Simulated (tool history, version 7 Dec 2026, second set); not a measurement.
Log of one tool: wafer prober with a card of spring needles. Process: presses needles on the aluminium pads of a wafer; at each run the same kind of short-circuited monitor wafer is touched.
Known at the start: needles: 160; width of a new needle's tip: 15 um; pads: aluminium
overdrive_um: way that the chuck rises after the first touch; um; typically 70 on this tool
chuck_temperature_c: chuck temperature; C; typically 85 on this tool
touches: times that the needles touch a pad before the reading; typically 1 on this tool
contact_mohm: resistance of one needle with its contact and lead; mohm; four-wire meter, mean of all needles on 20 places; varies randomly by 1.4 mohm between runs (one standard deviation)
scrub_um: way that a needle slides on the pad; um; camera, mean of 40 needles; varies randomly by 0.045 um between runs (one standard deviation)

{"run": 1, "hour": 0.0, "overdrive_um": 70, "chuck_temperature_c": 85, "touches": 1, "contact_mohm": 133, "scrub_um": 11.43}
{"hour": 4.4, "done": "tips cleaned on abrasive film"}
{"hour": 8.8, "done": "tips cleaned on abrasive film"}
{"hour": 14.3, "done": "tips cleaned on abrasive film"}
{"run": 2, "hour": 16.3, "overdrive_um": 70, "chuck_temperature_c": 85, "touches": 1, "contact_mohm": 131, "scrub_um": 11.46}
{"hour": 19.7, "done": "tips cleaned on abrasive film"}
{"hour": 24.1, "done": "tips cleaned on abrasive film"}
{"hour": 28.5, "done": "tips cleaned on abrasive film"}
{"hour": 33.0, "done": "tips cleaned on abrasive film"}
{"hour": 38.5, "done": "tips cleaned on abrasive film"}
{"run": 3, "hour": 39.0, "overdrive_um": 70, "chuck_temperature_c": 85, "touches": 1, "contact_mohm": 132, "scrub_um": 11.39}
{"hour": 43.4, "done": "tips cleaned on abrasive film"}
{"hour": 48.9, "done": "tips cleaned on abrasive film"}
{"hour": 54.4, "done": "tips cleaned on abrasive film"}
{"hour": 59.4, "done": "tips cleaned on abrasive film"}
{"run": 4, "hour": 59.4, "overdrive_um": 67, "chuck_temperature_c": 85, "touches": 1, "contact_mohm": 131, "scrub_um": 10.96}
{"hour": 63.8, "done": "tips cleaned on abrasive film"}
{"hour": 68.2, "done": "tips cleaned on abrasive film"}
{"hour": 72.7, "done": "tips cleaned on abrasive film"}
{"hour": 78.2, "done": "tips cleaned on abrasive film"}
{"hour": 82.6, "done": "tips cleaned on abrasive film"}
{"hour": 88.1, "done": "tips cleaned on abrasive film"}
{"run": 5, "hour": 88.6, "overdrive_um": 67, "chuck_temperature_c": 85, "touches": 1, "contact_mohm": 131, "scrub_um": 10.96}
{"hour": 93.0, "done": "tips cleaned on abrasive film"}
{"hour": 97.4, "done": "tips cleaned on abrasive film"}
{"hour": 102.9, "done": "tips cleaned on abrasive film"}
{"hour": 107.4, "done": "tips cleaned on abrasive film"}
{"hour": 111.8, "done": "tips cleaned on abrasive film"}
{"hour": 117.3, "done": "tips cleaned on abrasive film"}
{"hour": 122.8, "done": "tips cleaned on abrasive film"}
{"run": 6, "hour": 122.9, "overdrive_um": 70, "chuck_temperature_c": 85, "touches": 1, "contact_mohm": 130, "scrub_um": 11.42}
{"hour": 127.4, "done": "tips cleaned on abrasive film"}
{"hour": 131.8, "done": "tips cleaned on abrasive film"}
{"hour": 137.3, "done": "tips cleaned on abrasive film"}
{"hour": 141.7, "done": "tips cleaned on abrasive film"}
{"hour": 147.2, "done": "tips cleaned on abrasive film"}
{"run": 7, "hour": 150.9, "overdrive_um": 81, "chuck_temperature_c": 85, "touches": 1, "contact_mohm": 130, "scrub_um": 13.16}
{"hour": 152.1, "done": "tips cleaned on abrasive film"}
{"hour": 156.5, "done": "tips cleaned on abrasive film"}
{"hour": 162.0, "done": "tips cleaned on abrasive film"}
{"hour": 167.5, "done": "tips cleaned on abrasive film"}
{"run": 8, "hour": 169.9, "overdrive_um": 81, "chuck_temperature_c": 85, "touches": 1, "contact_mohm": 131, "scrub_um": 13.15}
{"hour": 172.2, "done": "tips cleaned on abrasive film"}
{"hour": 177.7, "done": "tips cleaned on abrasive film"}
{"hour": 182.1, "done": "tips cleaned on abrasive film"}
{"hour": 185.7, "done": "height of the first contact set anew"}
{"hour": 187.9, "done": "tips cleaned on abrasive film"}
{"hour": 192.4, "done": "tips cleaned on abrasive film"}
{"hour": 196.8, "done": "tips cleaned on abrasive film"}
{"run": 9, "hour": 198.7, "overdrive_um": 70, "chuck_temperature_c": 91, "touches": 1, "contact_mohm": 132, "scrub_um": 11.34}
{"hour": 202.1, "done": "tips cleaned on abrasive film"}
{"hour": 206.5, "done": "tips cleaned on abrasive film"}
{"hour": 210.9, "done": "tips cleaned on abrasive film"}
{"hour": 216.4, "done": "tips cleaned on abrasive film"}
{"hour": 220.8, "done": "tips cleaned on abrasive film"}
{"run": 10, "hour": 224.7, "overdrive_um": 70, "chuck_temperature_c": 91, "touches": 1, "contact_mohm": 130, "scrub_um": 11.37}
{"hour": 225.9, "done": "tips cleaned on abrasive film"}
{"hour": 230.3, "done": "tips cleaned on abrasive film"}
{"hour": 234.7, "done": "tips cleaned on abrasive film"}
{"hour": 240.2, "done": "tips cleaned on abrasive film"}
{"run": 11, "hour": 244.1, "overdrive_um": 75, "chuck_temperature_c": 91, "touches": 1, "contact_mohm": 131, "scrub_um": 12.14}
{"hour": 245.3, "done": "tips cleaned on abrasive film"}
{"hour": 249.7, "done": "tips cleaned on abrasive film"}
{"hour": 255.2, "done": "tips cleaned on abrasive film"}
{"run": 12, "hour": 259.1, "overdrive_um": 75, "chuck_temperature_c": 97, "touches": 2, "contact_mohm": 133, "scrub_um": 12.18}
{"hour": 260.3, "done": "tips cleaned on abrasive film"}
{"hour": 264.7, "done": "tips cleaned on abrasive film"}
{"hour": 270.2, "done": "tips cleaned on abrasive film"}
{"hour": 274.6, "done": "tips cleaned on abrasive film"}
{"run": 13, "hour": 276.8, "overdrive_um": 79, "chuck_temperature_c": 56, "touches": 2, "contact_mohm": 123, "scrub_um": 12.81}
{"hour": 280.1, "done": "tips cleaned on abrasive film"}
{"hour": 285.6, "done": "tips cleaned on abrasive film"}
{"hour": 290.0, "done": "tips cleaned on abrasive film"}
{"hour": 294.4, "done": "tips cleaned on abrasive film"}
{"run": 14, "hour": 298.4, "overdrive_um": 81, "chuck_temperature_c": 49, "touches": 1, "contact_mohm": 124, "scrub_um": 12.99}
{"hour": 299.6, "done": "tips cleaned on abrasive film"}
{"hour": 305.1, "done": "tips cleaned on abrasive film"}
{"hour": 309.5, "done": "tips cleaned on abrasive film"}
{"hour": 315.0, "done": "tips cleaned on abrasive film"}
{"hour": 320.5, "done": "tips cleaned on abrasive film"}
{"hour": 326.0, "done": "tips cleaned on abrasive film"}
{"hour": 330.4, "done": "tips cleaned on abrasive film"}
{"run": 15, "hour": 332.0, "overdrive_um": 81, "chuck_temperature_c": 35, "touches": 1, "contact_mohm": 121, "scrub_um": 12.96}
{"hour": 335.3, "done": "tips cleaned on abrasive film"}
{"hour": 339.7, "done": "tips cleaned on abrasive film"}
{"hour": 344.2, "done": "tips cleaned on abrasive film"}
{"hour": 349.7, "done": "tips cleaned on abrasive film"}
{"hour": 355.2, "done": "tips cleaned on abrasive film"}
{"run": 16, "hour": 357.5, "overdrive_um": 81, "chuck_temperature_c": 35, "touches": 1, "contact_mohm": 118, "scrub_um": 12.95}
{"hour": 359.8, "done": "tips cleaned on abrasive film"}
{"hour": 365.3, "done": "tips cleaned on abrasive film"}
{"hour": 369.7, "done": "tips cleaned on abrasive film"}
{"hour": 375.2, "done": "tips cleaned on abrasive film"}
{"hour": 380.7, "done": "tips cleaned on abrasive film"}
{"run": 17, "hour": 384.5, "overdrive_um": 81, "chuck_temperature_c": 35, "touches": 1, "contact_mohm": 121, "scrub_um": 12.96}
{"hour": 385.7, "done": "tips cleaned on abrasive film"}
{"hour": 391.2, "done": "tips cleaned on abrasive film"}
{"hour": 394.7, "done": "height of the first contact set anew"}
{"hour": 395.9, "done": "tips cleaned on abrasive film"}
{"run": 18, "hour": 399.4, "overdrive_um": 70, "chuck_temperature_c": 89, "touches": 2, "contact_mohm": 130, "scrub_um": 11.22}

3 options for the next run, each taken on its own from the tool as it stands now. Forecast them:
{"hour": 400.6, "done": "tips cleaned on abrasive film"}
{"hour": 406.1, "done": "tips cleaned on abrasive film"}
{"hour": 410.5, "done": "tips cleaned on abrasive film"}
{"hour": 416.0, "done": "tips cleaned on abrasive film"}
{"hour": 420.4, "done": "tips cleaned on abrasive film"}
{"hour": 425.9, "done": "tips cleaned on abrasive film"}
{"hour": 430.3, "done": "tips cleaned on abrasive film"}
{"run": "A", "hour": 431.4, "overdrive_um": 55, "chuck_temperature_c": 28, "touches": 2, "contact_mohm": "?", "scrub_um": "?"}
{"hour": 400.6, "done": "tips cleaned on abrasive film"}
{"hour": 406.1, "done": "tips cleaned on abrasive film"}
{"hour": 410.5, "done": "tips cleaned on abrasive film"}
{"hour": 416.0, "done": "tips cleaned on abrasive film"}
{"hour": 420.4, "done": "tips cleaned on abrasive film"}
{"hour": 425.9, "done": "tips cleaned on abrasive film"}
{"hour": 430.3, "done": "tips cleaned on abrasive film"}
{"run": "B", "hour": 431.4, "overdrive_um": 88, "chuck_temperature_c": 85, "touches": 1, "contact_mohm": "?", "scrub_um": "?"}
{"hour": 400.6, "done": "tips cleaned on abrasive film"}
{"hour": 406.1, "done": "tips cleaned on abrasive film"}
{"hour": 410.5, "done": "tips cleaned on abrasive film"}
{"hour": 416.0, "done": "tips cleaned on abrasive film"}
{"hour": 420.4, "done": "tips cleaned on abrasive film"}
{"hour": 425.9, "done": "tips cleaned on abrasive film"}
{"hour": 430.3, "done": "tips cleaned on abrasive film"}
{"run": "C", "hour": 431.4, "overdrive_um": 58, "chuck_temperature_c": 89, "touches": 1, "contact_mohm": "?", "scrub_um": "?"}

run=A contact_mohm=124 scrub_um=8.80
run=B contact_mohm=127 scrub_um=14.13
run=C contact_mohm=134 scrub_um=9.21
The same runs, with their run-to-run variation unchanged, on a tool lacking any hidden condition would have given:
run=A contact_mohm=124 scrub_um=9.01
run=B contact_mohm=127 scrub_um=14.47
run=C contact_mohm=134 scrub_um=9.43
